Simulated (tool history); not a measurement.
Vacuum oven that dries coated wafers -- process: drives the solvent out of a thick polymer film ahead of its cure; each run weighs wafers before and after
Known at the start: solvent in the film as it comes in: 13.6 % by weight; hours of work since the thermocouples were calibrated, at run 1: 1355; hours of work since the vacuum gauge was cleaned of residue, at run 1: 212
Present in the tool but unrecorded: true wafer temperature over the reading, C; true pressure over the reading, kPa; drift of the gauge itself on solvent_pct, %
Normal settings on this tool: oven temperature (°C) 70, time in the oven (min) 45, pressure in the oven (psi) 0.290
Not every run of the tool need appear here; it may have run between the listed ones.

run	hour	oven temperature (°C)	time in the oven (min)	pressure in the oven (psi)	hours of work since the thermocouples were calibrated	hours of work since the vacuum gauge was cleaned of residue	solvent left in the film (%)
1	0.0	70	45	0.290	1355	212	3.77
2	57.5	70	27	0.290	1381	239	5.48
3	103.9	70	78	0.290	1403	261	2.30
4	150.8	59	45	0.290	1425	282	6.54
5	215.5	59	45	0.290	1455	312	6.62
6	281.9	70	32	0.290	1485	343	4.83
7	376.3	70	32	0.290	1529	387	4.88
8	434.5	70	32	0.290	1556	414	4.90
9	478.2	70	32	0.290	1576	434	4.74
10	537.3	70	32	0.290	1604	462	4.79
11	613.7	70	22	0.290	1639	497	6.20
12	675.2	56	45	0.290	1668	525	7.39
13	755.9	56	45	0.290	1705	563	7.29
# hour 767.0: oven's thermocouples calibrated
14	858.2	56	45	0.290	42	609	8.31
15	924.5	56	45	0.290	73	640	8.14
16	986.6	56	45	0.290	102	669	8.25
17	1045.7	56	45	0.290	129	696	8.08
18	1138.5	62	45	0.290	172	739	6.67
19	1232.3	62	36	0.290	216	783	7.13
20	1315.3	62	36	0.290	254	821	7.23
21	1411.3	70	45	0.290	299	866	4.41
22	1469.6	70	45	0.290	326	893	4.39
23	1558.5	77	37	0.555	367	934	4.34
24	1654.9	77	31	0.408	412	979	4.37
25	1738.7	56	48	0.674	451	1018	10.43
26	1816.2	75	37	0.300	487	1054	3.81
27	1867.9	75	37	0.300	511	1078	3.67
28	1965.9	72	35	0.379	556	1123	4.91
29	2018.9	72	35	0.379	581	1148	4.87
30	2073.4	72	35	0.379	606	1173	4.98
31	2167.2	71	27	0.248	649	1216	5.58
32	2238.5	80	45	0.648	682	1249	3.46
33	2325.4	74	45	0.648	723	1290	4.83
34	2373.8	71	45	0.454	745	1312	4.63
35	2470.1	70	45	0.901	790	1357	7.23
36	2542.3	70	74	0.775	823	1390	5.62
37	2632.5	70	74	0.775	865	1432	5.53
38	2710.1	84	33	0.290	901	1468	2.13
39	2778.5	84	33	0.290	933	1500	2.08
40	2865.9	57	50	0.647	973	1540	9.73
41	2960.4	63	40	0.290	1017	1584	6.33
42	3036.5	63	40	0.290	1052	1620	6.26
43	3101.7	69	45	0.748	1083	1650	6.51

Selected run-to-run steps in solvent left in the film (%), each split into two signed amounts: the part the tool would show with no hidden state at all (from settings, incoming material and random variation), and the remainder, which goes to the hidden state together with any gauge scatter not common to the measured and the hidden-state-free results:
Run 3 -> 4: oven temperature (°C) 70 -> 59, time in the oven (min) 78 -> 45. solvent left in the film (%) +4.24: hidden state -0.27, all else +4.51.
Run 13 -> 14: oven's thermocouples calibrated. solvent left in the film (%) +1.02: hidden state +0.92, all else +0.10.
Run 24 -> 25: oven temperature (°C) 77 -> 56, time in the oven (min) 31 -> 48, pressure in the oven (psi) 0.408 -> 0.674. solvent left in the film (%) +6.06: hidden state -0.03, all else +6.09.
Run 25 -> 26: oven temperature (°C) 56 -> 75, time in the oven (min) 48 -> 37, pressure in the oven (psi) 0.674 -> 0.300. solvent left in the film (%) -6.62: hidden state +0.02, all else -6.64.
Run 39 -> 40: oven temperature (°C) 84 -> 57, time in the oven (min) 33 -> 50, pressure in the oven (psi) 0.290 -> 0.647. solvent left in the film (%) +7.65: hidden state -0.26, all else +7.91.
